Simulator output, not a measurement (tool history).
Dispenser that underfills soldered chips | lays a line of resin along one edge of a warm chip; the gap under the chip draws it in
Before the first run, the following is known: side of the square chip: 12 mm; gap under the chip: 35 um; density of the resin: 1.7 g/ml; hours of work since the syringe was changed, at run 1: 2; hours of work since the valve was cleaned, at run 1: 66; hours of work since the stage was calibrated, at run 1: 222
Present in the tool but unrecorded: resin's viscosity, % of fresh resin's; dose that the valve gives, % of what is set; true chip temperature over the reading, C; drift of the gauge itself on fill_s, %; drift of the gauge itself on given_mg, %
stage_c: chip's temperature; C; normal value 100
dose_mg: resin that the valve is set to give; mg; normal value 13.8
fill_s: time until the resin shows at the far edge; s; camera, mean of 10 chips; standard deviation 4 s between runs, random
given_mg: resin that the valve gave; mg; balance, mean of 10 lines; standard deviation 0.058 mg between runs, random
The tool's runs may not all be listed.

run    day  stage_c  dose_mg  hours of work since the syringe was changed  hours of work since the valve was cleaned  hours of work since the stage was calibrated  fill_s  given_mg
  1  0.000      100     13.8                                            2                                         66                                           222   485.3     13.03
  2  0.379      100     13.8                                            8                                         72                                           228   778.2     13.03
     0.492  -- new syringe of resin
  3  0.583      100     13.6                                            1                                         75                                           231   466.7     12.90
  4  0.912      100     14.3                                            7                                         81                                           236   678.4     13.64
     1.100  -- new syringe of resin
  5  1.162      100     17.8                                            1                                         84                                           240   437.0     16.79
  6  1.342      100     17.8                                            4                                         87                                           243   545.6     16.85
  7  1.517      100     17.8                                            7                                         90                                           245   667.0     16.69
     1.721  -- new syringe of resin
  8  1.783      100     17.8                                            1                                         94                                           250   434.6     16.63
  9  2.121      100     17.8                                            6                                        100                                           255   672.1     16.55
     2.329  -- new syringe of resin
 10  2.475      100     17.8                                            2                                        105                                           260   484.6     16.64
 11  2.862      100     13.8                                            8                                        111                                           267   791.9     12.67
     2.971  -- new syringe of resin
 12  3.071      100     11.8                                            2                                        114                                           270   505.9     10.84
     3.400  -- dispensing valve cleaned and set on the balance
 13  3.404       91     13.8                                            6                                          0                                           274   913.9     13.87
 14  3.579      100     13.8                                            9                                          3                                           277   846.9     13.76
     3.650  -- new syringe of resin
 15  3.771      100     13.8                                            2                                          6                                           280   476.2     13.78
 16  4.008      100     13.8                                            6                                         10                                           284   629.4     13.72
 17  4.192      100     13.8                                            9                                         12                                           287   784.3     13.66
     4.258  -- new syringe of resin
 18  4.467       94     13.8                                            3                                         17                                           291   657.4     13.73
 19  4.646      109     15.5                                            6                                         19                                           294   476.2     15.23
 20  4.842      109     15.5                                            9                                         23                                           297   618.1     15.06
     4.888  -- new syringe of resin
 21  5.058       97     17.4                                            3                                         26                                           300   551.1     17.08
 22  5.342       94     13.8                                            7                                         30                                           305   880.6     13.52
     5.500  -- new syringe of resin
 23  5.688       89     12.4                                            3                                         36                                           310   771.3     12.13
 24  5.988       95     12.9                                            8                                         41                                           315   918.1     12.60
     6.117  -- new syringe of resin
 25  6.242       95     12.9                                            2                                         44                                           319   590.2     12.57
 26  6.508      106     16.6                                            6                                         49                                           323   541.4     16.06
     6.754  -- new syringe of resin
 27  6.804      106     16.6                                            1                                         53                                           327   356.7     16.05
 28  7.100      106     16.6                                            6                                         58                                           332   506.2     15.97
 29  7.288      106     16.6                                            9                                         61                                           335   639.2     15.91
     7.388  -- new syringe of resin
 30  7.683      113     12.5                                            5                                         67                                           341   401.0     12.01
     8.000  -- new syringe of resin
 31  8.042      101     13.2                                            1                                         72                                           347   442.5     12.56
 32  8.288      101     13.2                                            5                                         76                                           351   579.1     12.53
 33  8.500      110     12.8                                            8                                         80                                           354   565.1     12.24
     8.621  -- new syringe of resin
 34  8.792      110     12.8                                            3                                         84                                           358   377.5     12.05
 35  9.038      109     14.9                                            7                                         88                                           362   515.2     14.10
     9.250  -- new syringe of resin
 36  9.254       96     13.4                                            0                                         91                                           366   488.4     12.60

Below, some changes in fill_s between adjacent runs. For each, the amount present without the hidden state too (settings, incoming material, random variation) and the amount remaining for the hidden state with gauge scatter not shared by both compared results:
Run 2 -> 3: dose_mg 13.8 -> 13.6, new syringe of resin. fill_s -311.5 s: hidden state -308.5, all else -3.0.
Run 12 -> 13: stage_c 100 -> 91, dose_mg 11.8 -> 13.8, dispensing valve cleaned and set on the balance. fill_s +408.0 s: hidden state +282.3, all else +125.7.
Run 14 -> 15: new syringe of resin. fill_s -370.7 s: hidden state -362.7, all else -8.0.
Run 21 -> 22: stage_c 97 -> 94, dose_mg 17.4 -> 13.8. fill_s +329.5 s: hidden state +270.9, all else +58.6.
Run 24 -> 25: new syringe of resin. fill_s -327.9 s: hidden state -326.2, all else -1.7.
